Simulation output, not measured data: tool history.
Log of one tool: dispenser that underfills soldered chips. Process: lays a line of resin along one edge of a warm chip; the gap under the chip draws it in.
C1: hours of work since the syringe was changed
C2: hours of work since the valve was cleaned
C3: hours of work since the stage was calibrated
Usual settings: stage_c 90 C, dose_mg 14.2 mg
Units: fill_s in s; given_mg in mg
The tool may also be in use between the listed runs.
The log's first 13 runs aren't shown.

run 14 day=2.092 | stage_c=90 dose_mg=14.6 | C1=11 C2=15 C3=76 | fill_s=74.4 given_mg=14.49
-- day=2.158 new syringe of resin
run 15 day=2.250 | stage_c=90 dose_mg=14.6 | C1=2 C2=18 C3=79 | fill_s=33.2 given_mg=14.43
run 16 day=2.404 | stage_c=97 dose_mg=14.6 | C1=4 C2=21 C3=81 | fill_s=34.1 given_mg=14.42
run 17 day=2.592 | stage_c=90 dose_mg=14.2 | C1=8 C2=24 C3=85 | fill_s=57.3 given_mg=13.94
run 18 day=2.775 | stage_c=90 dose_mg=14.2 | C1=11 C2=27 C3=88 | fill_s=78.7 given_mg=13.97
-- day=2.825 new syringe of resin
run 19 day=2.946 | stage_c=90 dose_mg=14.2 | C1=2 C2=30 C3=91 | fill_s=33.5 given_mg=13.86
run 20 day=3.092 | stage_c=90 dose_mg=14.2 | C1=5 C2=33 C3=94 | fill_s=43.6 given_mg=13.78
run 21 day=3.262 | stage_c=90 dose_mg=14.2 | C1=8 C2=36 C3=97 | fill_s=56.7 given_mg=13.82
run 22 day=3.462 | stage_c=82 dose_mg=16.8 | C1=11 C2=40 C3=100 | fill_s=97.8 given_mg=16.32
-- day=3.504 new syringe of resin
run 23 day=3.671 | stage_c=82 dose_mg=16.8 | C1=3 C2=43 C3=104 | fill_s=46.9 given_mg=16.38
run 24 day=3.871 | stage_c=82 dose_mg=16.8 | C1=7 C2=47 C3=107 | fill_s=63.6 given_mg=16.24
run 25 day=3.979 | stage_c=91 dose_mg=12.9 | C1=9 C2=49 C3=109 | fill_s=59.6 given_mg=12.51
-- day=4.183 new syringe of resin
run 26 day=4.192 | stage_c=93 dose_mg=12.6 | C1=0 C2=52 C3=113 | fill_s=26.9 given_mg=12.15
run 27 day=4.350 | stage_c=90 dose_mg=18.5 | C1=3 C2=55 C3=116 | fill_s=36.7 given_mg=17.85
run 28 day=4.508 | stage_c=96 dose_mg=14.4 | C1=6 C2=58 C3=119 | fill_s=38.6 given_mg=13.78
run 29 day=4.625 | stage_c=96 dose_mg=14.4 | C1=8 C2=60 C3=121 | fill_s=47.8 given_mg=13.75
run 30 day=4.758 | stage_c=96 dose_mg=14.4 | C1=10 C2=62 C3=123 | fill_s=59.1 given_mg=13.79
-- day=4.858 new syringe of resin
run 31 day=4.900 | stage_c=88 dose_mg=13.3 | C1=1 C2=65 C3=126 | fill_s=34.0 given_mg=12.72
run 32 day=5.054 | stage_c=77 dose_mg=13.8 | C1=4 C2=68 C3=128 | fill_s=59.5 given_mg=13.02
run 33 day=5.162 | stage_c=88 dose_mg=14.3 | C1=6 C2=69 C3=130 | fill_s=49.8 given_mg=13.41
run 34 day=5.342 | stage_c=100 dose_mg=13.3 | C1=9 C2=73 C3=133 | fill_s=46.2 given_mg=12.49
run 35 day=5.471 | stage_c=86 dose_mg=18.0 | C1=11 C2=75 C3=136 | fill_s=82.5 given_mg=17.02
-- day=5.533 new syringe of resin
run 36 day=5.571 | stage_c=95 dose_mg=16.1 | C1=1 C2=77 C3=137 | fill_s=25.2 given_mg=15.07

Forecast each of these 4 alternatives for the next run:
run A day=5.654 | stage_c=95 dose_mg=12.3 | C1=2 C2=78 C3=139 | fill_s=? given_mg=?
run B day=5.654 | stage_c=87 dose_mg=13.8 | C1=2 C2=78 C3=139 | fill_s=? given_mg=?
run C day=5.654 | stage_c=86 dose_mg=12.4 | C1=2 C2=78 C3=139 | fill_s=? given_mg=?
run D day=5.654 | stage_c=100 dose_mg=16.7 | C1=2 C2=78 C3=139 | fill_s=? given_mg=?

run=A fill_s=30.6 given_mg=11.68
run=B fill_s=37.8 given_mg=13.13
run=C fill_s=39.7 given_mg=11.57
run=D fill_s=25.0 given_mg=15.61
Without the tool's hidden state the same runs would have given:
run=A fill_s=25.8 given_mg=12.42
run=B fill_s=32.1 given_mg=13.95
run=C fill_s=33.5 given_mg=12.30
run=D fill_s=21.4 given_mg=16.60

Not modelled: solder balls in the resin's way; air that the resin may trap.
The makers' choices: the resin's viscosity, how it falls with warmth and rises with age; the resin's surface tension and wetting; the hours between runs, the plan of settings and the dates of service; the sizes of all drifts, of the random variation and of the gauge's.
